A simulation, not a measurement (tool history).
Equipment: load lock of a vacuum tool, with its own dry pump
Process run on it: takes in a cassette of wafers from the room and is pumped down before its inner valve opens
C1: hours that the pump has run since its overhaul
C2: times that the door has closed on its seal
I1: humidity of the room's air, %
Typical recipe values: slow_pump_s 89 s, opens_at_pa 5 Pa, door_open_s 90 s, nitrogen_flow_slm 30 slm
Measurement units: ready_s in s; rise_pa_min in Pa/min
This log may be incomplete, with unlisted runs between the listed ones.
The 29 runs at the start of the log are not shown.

{"run": 30, "hour": 3084.6, "slow_pump_s": 65, "opens_at_pa": 8, "door_open_s": 156, "nitrogen_flow_slm": 28, "C1": 8242, "C2": 10902, "I1": 43.9, "ready_s": 120.4, "rise_pa_min": 0.17}
{"run": 31, "hour": 3156.6, "slow_pump_s": 166, "opens_at_pa": 5, "door_open_s": 52, "nitrogen_flow_slm": 30, "C1": 8314, "C2": 11040, "I1": 43.8, "ready_s": 210.5, "rise_pa_min": 0.131}
{"run": 32, "hour": 3279.8, "slow_pump_s": 166, "opens_at_pa": 5, "door_open_s": 52, "nitrogen_flow_slm": 30, "C1": 8437, "C2": 11276, "I1": 47.2, "ready_s": 213.4, "rise_pa_min": 0.137}
{"run": 33, "hour": 3374.8, "slow_pump_s": 166, "opens_at_pa": 5, "door_open_s": 52, "nitrogen_flow_slm": 30, "C1": 8532, "C2": 11458, "I1": 48.1, "ready_s": 214.0, "rise_pa_min": 0.144}
{"run": 34, "hour": 3453.4, "slow_pump_s": 89, "opens_at_pa": 6, "door_open_s": 90, "nitrogen_flow_slm": 19, "C1": 8610, "C2": 11608, "I1": 43.4, "ready_s": 145.8, "rise_pa_min": 0.164}
{"run": 35, "hour": 3514.9, "slow_pump_s": 89, "opens_at_pa": 5, "door_open_s": 25, "nitrogen_flow_slm": 30, "C1": 8672, "C2": 11726, "I1": 40.2, "ready_s": 145.5, "rise_pa_min": 0.134}
{"run": 36, "hour": 3611.2, "slow_pump_s": 63, "opens_at_pa": 8, "door_open_s": 25, "nitrogen_flow_slm": 30, "C1": 8768, "C2": 11911, "I1": 45.1, "ready_s": 119.9, "rise_pa_min": 0.14}
{"run": 37, "hour": 3741.6, "slow_pump_s": 63, "opens_at_pa": 8, "door_open_s": 25, "nitrogen_flow_slm": 30, "C1": 8899, "C2": 12161, "I1": 47.4, "ready_s": 120.7, "rise_pa_min": 0.139}

What if the next run were any one of these 3? Each begins from the tool's condition after run 37:
{"run": "A", "hour": 3804.9, "slow_pump_s": 118, "opens_at_pa": 6, "door_open_s": 213, "nitrogen_flow_slm": 30, "C1": 8962, "C2": 12282, "I1": 42.7, "ready_s": "?", "rise_pa_min": "?"}
{"run": "B", "hour": 3804.9, "slow_pump_s": 89, "opens_at_pa": 5, "door_open_s": 73, "nitrogen_flow_slm": 44, "C1": 8962, "C2": 12282, "I1": 40.5, "ready_s": "?", "rise_pa_min": "?"}
{"run": "C", "hour": 3804.9, "slow_pump_s": 48, "opens_at_pa": 8, "door_open_s": 171, "nitrogen_flow_slm": 8, "C1": 8962, "C2": 12282, "I1": 44.4, "ready_s": "?", "rise_pa_min": "?"}

run=A ready_s=171.6 rise_pa_min=0.205
run=B ready_s=145.4 rise_pa_min=0.156
run=C ready_s=107.6 rise_pa_min=0.226
What these runs would have given with no unlogged condition in the tool:
run=A ready_s=163.3 rise_pa_min=0.078
run=B ready_s=136.4 rise_pa_min=0.030
run=C ready_s=98.4 rise_pa_min=0.100

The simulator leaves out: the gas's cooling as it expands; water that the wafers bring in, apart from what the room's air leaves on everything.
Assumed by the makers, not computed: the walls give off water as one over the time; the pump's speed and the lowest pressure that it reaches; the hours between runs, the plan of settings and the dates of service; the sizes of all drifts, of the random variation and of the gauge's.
